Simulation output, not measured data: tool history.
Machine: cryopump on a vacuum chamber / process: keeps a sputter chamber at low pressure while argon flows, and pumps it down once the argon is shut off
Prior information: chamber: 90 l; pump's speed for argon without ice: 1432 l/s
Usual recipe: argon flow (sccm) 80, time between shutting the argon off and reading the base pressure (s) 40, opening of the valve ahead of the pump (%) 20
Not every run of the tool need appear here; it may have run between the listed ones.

run   hour  argon flow (sccm)  time between shutting the argon off and reading the base pressure (s)  opening of the valve ahead of the pump (%)  pressure while argon flows (Pa)  pressure after the wait (uPa)
  1      0                 80                                                                     40                                          20                           0.4721                           2.68
      61.7  -- leaking fittings of the chamber tightened, without venting
  2   88.1                 46                                                                     40                                          20                           0.2741                           1.07
  3  175.6                 46                                                                     74                                          20                           0.2755                           0.74
  4  220.9                 80                                                                    117                                          20                           0.4802                           0.58
  5  317.3                 80                                                                    117                                          20                           0.4791                           0.68
  6  358.7                101                                                                     34                                          53                           0.2356                           1.38
  7  434.5                101                                                                     34                                          53                           0.2385                            1.5
  8  513.6                 55                                                                     61                                          20                           0.3313                           1.06
  9  595.2                 34                                                                     64                                          51                           0.0845                           1.09

Estimate the outcome of run 10 from the log above:
 10  656.1                 41                                                                     55                                          16                                ?                              ?

pressure while argon flows (Pa): 0.3108
pressure after the wait (uPa): 1.22
Without the tool's hidden state the same run would have given pressure while argon flows (Pa) 0.3027, pressure after the wait (uPa) 0.81.
